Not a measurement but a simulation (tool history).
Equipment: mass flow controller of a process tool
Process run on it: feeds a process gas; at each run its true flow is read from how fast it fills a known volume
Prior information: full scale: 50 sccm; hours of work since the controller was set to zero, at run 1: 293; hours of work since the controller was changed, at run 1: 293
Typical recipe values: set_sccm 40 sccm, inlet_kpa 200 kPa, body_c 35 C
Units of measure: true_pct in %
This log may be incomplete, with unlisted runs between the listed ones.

| run | hour | set_sccm | inlet_kpa | body_c | hours of work since the controller was set to zero | hours of work since the controller was changed | true_pct |
|---|---|---|---|---|---|---|---|
| 1 | 0 | 40 | 200 | 35 | 293 | 293 | 100.68 |
| 2 | 172.6 | 40 | 200 | 35 | 387 | 387 | 100.57 |
| 3 | 299.7 | 40 | 200 | 35 | 456 | 456 | 100.27 |
| 4 | 422.1 | 40 | 200 | 35 | 523 | 523 | 100.23 |
| 5 | 585.9 | 40 | 200 | 22 | 612 | 612 | 98.82 |
| 6 | 753.3 | 40 | 259 | 35 | 703 | 703 | 99.61 |
| 7 | 885.9 | 10 | 194 | 39 | 775 | 775 | 99.61 |
| 8 | 1057.2 | 10 | 194 | 39 | 869 | 869 | 99.24 |
| 9 | 1162.3 | 13 | 229 | 30 | 926 | 926 | 98.32 |
| 10 | 1280.6 | 10 | 199 | 38 | 991 | 991 | 98.97 |

Consider 5 possible next runs. They are alternatives, not a sequence: every one starts from the tool as it was left by run 10. What does each give?
| A | 1382 | 20 | 222 | 35 | 1046 | 1046 | ? |
| B | 1382 | 10 | 199 | 28 | 1046 | 1046 | ? |
| C | 1382 | 36 | 261 | 25 | 1046 | 1046 | ? |
| D | 1382 | 10 | 199 | 38 | 1046 | 1046 | ? |
| E | 1382 | 9 | 274 | 34 | 1046 | 1046 | ? |

| run | true_pct |
|---|---|
| A | 98.58 |
| B | 97.82 |
| C | 97.9 |
| D | 98.65 |
| E | 98.22 |
Take away the tool's hidden state, keep each run's random variation, and the runs would have read:
| run | true_pct |
|---|---|
| A | 100.31 |
| B | 99.54 |
| C | 99.62 |
| D | 100.38 |
| E | 99.95 |

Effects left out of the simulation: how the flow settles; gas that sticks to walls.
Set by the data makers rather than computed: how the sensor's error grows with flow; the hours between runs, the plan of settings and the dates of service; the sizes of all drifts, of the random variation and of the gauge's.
